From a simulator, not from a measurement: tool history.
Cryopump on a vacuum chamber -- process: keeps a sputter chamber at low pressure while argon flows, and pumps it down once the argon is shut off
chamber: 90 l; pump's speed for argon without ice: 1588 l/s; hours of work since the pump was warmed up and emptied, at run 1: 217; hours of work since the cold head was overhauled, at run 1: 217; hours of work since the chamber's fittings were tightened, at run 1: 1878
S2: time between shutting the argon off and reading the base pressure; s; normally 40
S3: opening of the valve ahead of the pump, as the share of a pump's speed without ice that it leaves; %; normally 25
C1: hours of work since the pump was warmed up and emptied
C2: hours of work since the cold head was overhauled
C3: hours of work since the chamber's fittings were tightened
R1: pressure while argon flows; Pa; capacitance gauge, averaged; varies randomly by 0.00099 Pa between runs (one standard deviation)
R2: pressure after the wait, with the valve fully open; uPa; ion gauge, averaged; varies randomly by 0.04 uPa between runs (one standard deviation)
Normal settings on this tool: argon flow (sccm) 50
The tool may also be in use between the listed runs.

{"run": 1, "hour": 0.0, "argon flow (sccm)": 50, "S2": 40, "S3": 25, "C1": 217, "C2": 217, "C3": 1878, "R1": 0.2146, "R2": 2.94}
{"run": 2, "hour": 19.4, "argon flow (sccm)": 50, "S2": 40, "S3": 20, "C1": 225, "C2": 225, "C3": 1886, "R1": 0.2685, "R2": 2.94}
{"run": 3, "hour": 32.9, "argon flow (sccm)": 50, "S2": 40, "S3": 20, "C1": 230, "C2": 230, "C3": 1891, "R1": 0.2667, "R2": 2.93}
{"run": 4, "hour": 55.9, "argon flow (sccm)": 50, "S2": 40, "S3": 22, "C1": 239, "C2": 239, "C3": 1901, "R1": 0.2434, "R2": 2.93}
{"run": 5, "hour": 67.1, "argon flow (sccm)": 67, "S2": 40, "S3": 25, "C1": 244, "C2": 244, "C3": 1905, "R1": 0.2898, "R2": 2.94}
{"run": 6, "hour": 79.9, "argon flow (sccm)": 39, "S2": 40, "S3": 25, "C1": 249, "C2": 249, "C3": 1910, "R1": 0.1679, "R2": 2.96}
{"run": 7, "hour": 100.9, "argon flow (sccm)": 39, "S2": 40, "S3": 25, "C1": 257, "C2": 257, "C3": 1919, "R1": 0.1684, "R2": 3.05}
{"run": 8, "hour": 125.2, "argon flow (sccm)": 39, "S2": 40, "S3": 25, "C1": 267, "C2": 267, "C3": 1929, "R1": 0.17, "R2": 2.93}
{"run": 9, "hour": 137.6, "argon flow (sccm)": 39, "S2": 40, "S3": 25, "C1": 272, "C2": 272, "C3": 1934, "R1": 0.1687, "R2": 3.0}
{"run": 10, "hour": 153.2, "argon flow (sccm)": 39, "S2": 40, "S3": 25, "C1": 279, "C2": 279, "C3": 1940, "R1": 0.1703, "R2": 2.95}
{"run": 11, "hour": 177.3, "argon flow (sccm)": 39, "S2": 40, "S3": 25, "C1": 288, "C2": 288, "C3": 1950, "R1": 0.1691, "R2": 3.08}
{"run": 12, "hour": 191.1, "argon flow (sccm)": 25, "S2": 29, "S3": 42, "C1": 294, "C2": 294, "C3": 1955, "R1": 0.0649, "R2": 3.8}
{"run": 13, "hour": 210.5, "argon flow (sccm)": 22, "S2": 127, "S3": 22, "C1": 302, "C2": 302, "C3": 1963, "R1": 0.1081, "R2": 1.57}
{"run": 14, "hour": 227.9, "argon flow (sccm)": 50, "S2": 26, "S3": 19, "C1": 309, "C2": 309, "C3": 1970, "R1": 0.2841, "R2": 4.16}
{"run": 15, "hour": 249.9, "argon flow (sccm)": 30, "S2": 26, "S3": 43, "C1": 317, "C2": 317, "C3": 1979, "R1": 0.0757, "R2": 4.24}
{"run": 16, "hour": 264.9, "argon flow (sccm)": 30, "S2": 26, "S3": 43, "C1": 323, "C2": 323, "C3": 1985, "R1": 0.0774, "R2": 4.18}
{"run": 17, "hour": 282.9, "argon flow (sccm)": 31, "S2": 26, "S3": 46, "C1": 331, "C2": 331, "C3": 1992, "R1": 0.0735, "R2": 4.21}
{"run": 18, "hour": 298.7, "argon flow (sccm)": 58, "S2": 152, "S3": 36, "C1": 337, "C2": 337, "C3": 1998, "R1": 0.1764, "R2": 1.43}

Branching from run 18: 4 alternative next runs. What would each branch give?
{"run": "A", "hour": 318.2, "argon flow (sccm)": 84, "S2": 39, "S3": 42, "C1": 345, "C2": 345, "C3": 2006, "R1": "?", "R2": "?"}
{"run": "B", "hour": 318.2, "argon flow (sccm)": 84, "S2": 32, "S3": 16, "C1": 345, "C2": 345, "C3": 2006, "R1": "?", "R2": "?"}
{"run": "C", "hour": 318.2, "argon flow (sccm)": 31, "S2": 34, "S3": 22, "C1": 345, "C2": 345, "C3": 2006, "R1": "?", "R2": "?"}
{"run": "D", "hour": 318.2, "argon flow (sccm)": 50, "S2": 283, "S3": 48, "C1": 345, "C2": 345, "C3": 2006, "R1": "?", "R2": "?"}

run=A R1=0.2200 R2=3.12
run=B R1=0.5631 R2=3.68
run=C R1=0.1534 R2=3.50
run=D R1=0.1138 R2=1.20
Without the tool's hidden state the same runs would have given:
run=A R1=0.2133 R2=2.41
run=B R1=0.5565 R2=2.96
run=C R1=0.1509 R2=2.79
run=D R1=0.1098 R2=0.50

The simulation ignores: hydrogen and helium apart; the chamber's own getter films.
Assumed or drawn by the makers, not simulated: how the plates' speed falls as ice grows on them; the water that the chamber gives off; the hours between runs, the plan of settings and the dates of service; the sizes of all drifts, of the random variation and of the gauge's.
